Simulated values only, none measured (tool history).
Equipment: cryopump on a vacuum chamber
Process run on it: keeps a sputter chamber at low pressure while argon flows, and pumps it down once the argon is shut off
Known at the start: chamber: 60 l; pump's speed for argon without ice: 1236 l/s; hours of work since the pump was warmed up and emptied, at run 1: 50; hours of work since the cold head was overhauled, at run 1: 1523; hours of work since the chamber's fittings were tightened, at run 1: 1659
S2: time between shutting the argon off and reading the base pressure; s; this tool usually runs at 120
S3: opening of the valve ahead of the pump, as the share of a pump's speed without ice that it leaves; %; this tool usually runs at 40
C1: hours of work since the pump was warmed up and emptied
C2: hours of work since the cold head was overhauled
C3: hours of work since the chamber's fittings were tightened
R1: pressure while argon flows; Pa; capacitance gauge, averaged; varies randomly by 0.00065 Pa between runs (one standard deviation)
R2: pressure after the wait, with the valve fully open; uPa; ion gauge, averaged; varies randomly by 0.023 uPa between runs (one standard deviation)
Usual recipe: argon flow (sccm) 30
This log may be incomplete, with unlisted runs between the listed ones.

{"run": 1, "hour": 0.0, "argon flow (sccm)": 30, "S2": 120, "S3": 40, "C1": 50, "C2": 1523, "C3": 1659, "R1": 0.1044, "R2": 2.54}
{"run": 2, "hour": 63.6, "argon flow (sccm)": 58, "S2": 120, "S3": 40, "C1": 101, "C2": 1574, "C3": 1710, "R1": 0.2034, "R2": 2.59}
{"run": 3, "hour": 99.4, "argon flow (sccm)": 14, "S2": 120, "S3": 40, "C1": 130, "C2": 1603, "C3": 1739, "R1": 0.0493, "R2": 2.64}
{"run": 4, "hour": 141.4, "argon flow (sccm)": 14, "S2": 120, "S3": 40, "C1": 163, "C2": 1637, "C3": 1773, "R1": 0.0505, "R2": 2.78}
{"run": 5, "hour": 211.6, "argon flow (sccm)": 30, "S2": 120, "S3": 28, "C1": 220, "C2": 1693, "C3": 1830, "R1": 0.1539, "R2": 3.03}
{"run": 6, "hour": 266.2, "argon flow (sccm)": 30, "S2": 120, "S3": 28, "C1": 264, "C2": 1737, "C3": 1873, "R1": 0.1549, "R2": 3.06}
{"run": 7, "hour": 326.7, "argon flow (sccm)": 30, "S2": 120, "S3": 28, "C1": 313, "C2": 1786, "C3": 1922, "R1": 0.1565, "R2": 3.23}
{"hour": 366.9, "done": "pump warmed up, emptied and cooled again"}
{"run": 8, "hour": 388.7, "argon flow (sccm)": 36, "S2": 120, "S3": 40, "C1": 18, "C2": 1832, "C3": 1968, "R1": 0.1259, "R2": 2.81}
{"run": 9, "hour": 445.0, "argon flow (sccm)": 30, "S2": 120, "S3": 40, "C1": 63, "C2": 1877, "C3": 2013, "R1": 0.1049, "R2": 2.84}
{"run": 10, "hour": 477.5, "argon flow (sccm)": 30, "S2": 120, "S3": 36, "C1": 89, "C2": 1904, "C3": 2040, "R1": 0.1172, "R2": 3.01}
{"run": 11, "hour": 518.3, "argon flow (sccm)": 23, "S2": 120, "S3": 40, "C1": 122, "C2": 1936, "C3": 2072, "R1": 0.0823, "R2": 2.99}
{"run": 12, "hour": 566.0, "argon flow (sccm)": 30, "S2": 120, "S3": 40, "C1": 160, "C2": 1975, "C3": 2111, "R1": 0.1078, "R2": 3.22}
{"run": 13, "hour": 632.4, "argon flow (sccm)": 30, "S2": 120, "S3": 40, "C1": 214, "C2": 2028, "C3": 2164, "R1": 0.1106, "R2": 3.34}
{"run": 14, "hour": 684.9, "argon flow (sccm)": 30, "S2": 120, "S3": 30, "C1": 256, "C2": 2070, "C3": 2207, "R1": 0.146, "R2": 3.45}
{"run": 15, "hour": 736.6, "argon flow (sccm)": 30, "S2": 64, "S3": 40, "C1": 298, "C2": 2112, "C3": 2248, "R1": 0.1116, "R2": 4.1}
{"run": 16, "hour": 783.6, "argon flow (sccm)": 30, "S2": 64, "S3": 40, "C1": 336, "C2": 2150, "C3": 2286, "R1": 0.1122, "R2": 4.08}
{"hour": 793.3, "done": "pump warmed up, emptied and cooled again"}
{"run": 17, "hour": 842.0, "argon flow (sccm)": 30, "S2": 64, "S3": 40, "C1": 39, "C2": 2193, "C3": 2329, "R1": 0.1051, "R2": 3.61}
{"run": 18, "hour": 908.1, "argon flow (sccm)": 12, "S2": 74, "S3": 29, "C1": 92, "C2": 2246, "C3": 2382, "R1": 0.0581, "R2": 3.62}
{"run": 19, "hour": 943.1, "argon flow (sccm)": 35, "S2": 70, "S3": 16, "C1": 121, "C2": 2274, "C3": 2410, "R1": 0.3034, "R2": 3.7}
{"run": 20, "hour": 1008.8, "argon flow (sccm)": 35, "S2": 70, "S3": 16, "C1": 174, "C2": 2327, "C3": 2463, "R1": 0.3051, "R2": 3.96}
{"run": 21, "hour": 1070.7, "argon flow (sccm)": 30, "S2": 201, "S3": 33, "C1": 223, "C2": 2377, "C3": 2513, "R1": 0.1304, "R2": 3.54}
{"run": 22, "hour": 1126.7, "argon flow (sccm)": 32, "S2": 97, "S3": 22, "C1": 268, "C2": 2422, "C3": 2558, "R1": 0.2091, "R2": 3.95}

Run 23 has not been measured yet. What should we expect?
{"run": 23, "hour": 1186.0, "argon flow (sccm)": 32, "S2": 97, "S3": 22, "C1": 316, "C2": 2470, "C3": 2606, "R1": "?", "R2": "?"}

{"run 23": {"R1": 0.2101, "R2": 4.28}}
Were there no unlogged condition in the tool, this run, its random variation unchanged, would have produced R1 0.1989 Pa, R2 0.81 uPa.

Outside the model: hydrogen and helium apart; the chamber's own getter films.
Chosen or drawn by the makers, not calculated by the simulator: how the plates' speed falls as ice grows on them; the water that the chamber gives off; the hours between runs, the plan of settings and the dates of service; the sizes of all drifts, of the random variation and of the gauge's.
